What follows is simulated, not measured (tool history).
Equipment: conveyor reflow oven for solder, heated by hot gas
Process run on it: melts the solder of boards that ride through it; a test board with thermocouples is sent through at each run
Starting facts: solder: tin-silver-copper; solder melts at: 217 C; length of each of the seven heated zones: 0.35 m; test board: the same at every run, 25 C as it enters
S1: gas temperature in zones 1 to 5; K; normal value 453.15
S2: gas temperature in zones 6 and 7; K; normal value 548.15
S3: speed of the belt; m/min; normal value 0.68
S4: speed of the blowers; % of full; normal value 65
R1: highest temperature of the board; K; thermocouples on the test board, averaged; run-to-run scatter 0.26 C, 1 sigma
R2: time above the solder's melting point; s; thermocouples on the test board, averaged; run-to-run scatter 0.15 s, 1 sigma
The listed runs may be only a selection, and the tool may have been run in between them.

{"run": 1, "hour": 0.0, "S1": 453.15, "S2": 548.15, "S3": 0.68, "S4": 65, "R1": 527.15, "R2": 48.1}
{"run": 2, "hour": 59.3, "S1": 453.15, "S2": 536.15, "S3": 0.68, "S4": 65, "R1": 516.35, "R2": 41.6}
{"run": 3, "hour": 137.2, "S1": 453.15, "S2": 548.15, "S3": 0.743, "S4": 65, "R1": 523.05, "R2": 41.2}
{"run": 4, "hour": 222.8, "S1": 453.15, "S2": 547.15, "S3": 0.68, "S4": 65, "R1": 527.15, "R2": 48.4}
{"run": 5, "hour": 280.4, "S1": 453.15, "S2": 547.15, "S3": 0.68, "S4": 65, "R1": 527.35, "R2": 48.3}
{"run": 6, "hour": 335.1, "S1": 453.15, "S2": 548.15, "S3": 0.68, "S4": 65, "R1": 528.85, "R2": 49.7}
{"run": 7, "hour": 387.8, "S1": 453.15, "S2": 548.15, "S3": 0.68, "S4": 65, "R1": 528.45, "R2": 49.4}
{"run": 8, "hour": 440.6, "S1": 440.15, "S2": 548.15, "S3": 0.68, "S4": 65, "R1": 526.05, "R2": 43.8}
{"run": 9, "hour": 506.8, "S1": 440.15, "S2": 548.15, "S3": 0.68, "S4": 65, "R1": 525.45, "R2": 43.6}
{"run": 10, "hour": 592.9, "S1": 440.15, "S2": 548.15, "S3": 0.68, "S4": 65, "R1": 524.75, "R2": 43.3}
{"run": 11, "hour": 653.1, "S1": 453.15, "S2": 548.15, "S3": 0.68, "S4": 65, "R1": 529.15, "R2": 49.8}
{"run": 12, "hour": 715.8, "S1": 453.15, "S2": 548.15, "S3": 0.68, "S4": 65, "R1": 528.35, "R2": 49.6}
{"run": 13, "hour": 754.5, "S1": 453.15, "S2": 548.15, "S3": 0.68, "S4": 65, "R1": 527.75, "R2": 49.2}
{"run": 14, "hour": 837.8, "S1": 453.15, "S2": 548.15, "S3": 0.68, "S4": 65, "R1": 528.25, "R2": 49.3}
{"run": 15, "hour": 908.5, "S1": 453.15, "S2": 548.15, "S3": 0.68, "S4": 65, "R1": 527.35, "R2": 48.9}
{"run": 16, "hour": 959.0, "S1": 453.15, "S2": 557.15, "S3": 0.639, "S4": 65, "R1": 538.85, "R2": 58.2}
{"run": 17, "hour": 1018.2, "S1": 442.15, "S2": 556.15, "S3": 0.641, "S4": 76, "R1": 537.25, "R2": 54.9}
{"run": 18, "hour": 1067.4, "S1": 453.15, "S2": 548.15, "S3": 0.736, "S4": 65, "R1": 524.95, "R2": 43.8}
{"run": 19, "hour": 1117.1, "S1": 457.15, "S2": 548.15, "S3": 0.736, "S4": 82, "R1": 529.65, "R2": 47.7}
{"run": 20, "hour": 1162.1, "S1": 454.15, "S2": 548.15, "S3": 0.705, "S4": 72, "R1": 527.95, "R2": 48.3}
{"run": 21, "hour": 1242.7, "S1": 463.15, "S2": 548.15, "S3": 0.662, "S4": 72, "R1": 531.75, "R2": 56.5}
{"run": 22, "hour": 1300.0, "S1": 463.15, "S2": 548.15, "S3": 0.662, "S4": 72, "R1": 532.35, "R2": 57.2}
{"run": 23, "hour": 1384.3, "S1": 463.15, "S2": 548.15, "S3": 0.662, "S4": 72, "R1": 531.65, "R2": 56.9}
{"run": 24, "hour": 1459.1, "S1": 463.15, "S2": 561.15, "S3": 0.68, "S4": 65, "R1": 540.15, "R2": 58.7}
{"run": 25, "hour": 1505.6, "S1": 463.15, "S2": 561.15, "S3": 0.68, "S4": 65, "R1": 540.45, "R2": 59.1}
{"run": 26, "hour": 1576.8, "S1": 453.15, "S2": 561.15, "S3": 0.779, "S4": 51, "R1": 527.05, "R2": 41.4}
{"run": 27, "hour": 1622.1, "S1": 453.15, "S2": 548.15, "S3": 0.813, "S4": 64, "R1": 520.75, "R2": 36.6}
{"run": 28, "hour": 1696.0, "S1": 453.15, "S2": 548.15, "S3": 0.813, "S4": 64, "R1": 520.65, "R2": 36.4}
{"run": 29, "hour": 1778.5, "S1": 463.15, "S2": 548.15, "S3": 0.78, "S4": 89, "R1": 530.55, "R2": 47.5}

Removed from this log: 7 entries logged between the listed runs. Between which two listed runs does each belong, and how does the tool's hidden state at the listed run before it compare with that at the listed run after it?
Runs 3 to 4: thermocouples of zones 6 and 7 changed (hour 192.7)
  heat that the gas passes to the board, % of a clean oven's: 96.6 -> 95.3; belt's true speed, % of the reading: 99.52 -> 99.44; true gas temperature in zones 6 and 7 over the reading, C: -2.31 -> 0.27
  measured less the result without the state, R1: -2.7 -> -0.8 K; R2: -1.4 -> -0.4 s
Runs 5 to 6: flux residue cleaned out of gas plates and filters (hour 293.5)
  heat that the gas passes to the board, % of a clean oven's: 94.4 -> 99.1; belt's true speed, % of the reading: 99.39 -> 99.33; true gas temperature in zones 6 and 7 over the reading, C: 0.19 -> 0.11
  measured less the result without the state, R1: -1.1 -> +0.1 K; R2: -0.5 -> +0.4 s
Runs 10 to 11: flux residue cleaned out of gas plates and filters (hour 625.9)
  heat that the gas passes to the board, % of a clean oven's: 94.9 -> 99.5; belt's true speed, % of the reading: 99.09 -> 99.03; true gas temperature in zones 6 and 7 over the reading, C: -0.27 -> -0.35
  measured less the result without the state, R1: -1.3 -> +0 K; R2: -0.5 -> +0.5 s
Runs 15 to 16: flux residue cleaned out of gas plates and filters (hour 958.3)
  heat that the gas passes to the board, % of a clean oven's: 95.2 -> 100; belt's true speed, % of the reading: 98.79 -> 98.75; true gas temperature in zones 6 and 7 over the reading, C: -0.72 -> -0.8
  measured less the result without the state, R1: -1.4 -> -0.2 K; R2: -0.3 -> +0.7 s
Runs 21 to 22: flux residue cleaned out of gas plates and filters (hour 1289.2)
  heat that the gas passes to the board, % of a clean oven's: 95.2 -> 99.4; belt's true speed, % of the reading: 98.48 -> 98.43; true gas temperature in zones 6 and 7 over the reading, C: -1.21 -> -1.28
  measured less the result without the state, R1: -1.6 -> -0.8 K; R2: +0 -> +0.6 s
Runs 26 to 27: flux residue cleaned out of gas plates and filters (hour 1622.1)
  heat that the gas passes to the board, % of a clean oven's: 95 -> 99.9; belt's true speed, % of the reading: 98.17 -> 98.13; true gas temperature in zones 6 and 7 over the reading, C: -1.67 -> -1.73
  measured less the result without the state, R1: -1.8 -> -0.6 K; R2: -0.3 -> +0.5 s
Runs 28 to 29: thermocouples of zones 6 and 7 changed (hour 1755.1)
  heat that the gas passes to the board, % of a clean oven's: 98.6 -> 97.4; belt's true speed, % of the reading: 98.06 -> 97.99; true gas temperature in zones 6 and 7 over the reading, C: -1.83 -> -0.18
  measured less the result without the state, R1: -1 -> -0.2 K; R2: +0.2 -> +0.8 s

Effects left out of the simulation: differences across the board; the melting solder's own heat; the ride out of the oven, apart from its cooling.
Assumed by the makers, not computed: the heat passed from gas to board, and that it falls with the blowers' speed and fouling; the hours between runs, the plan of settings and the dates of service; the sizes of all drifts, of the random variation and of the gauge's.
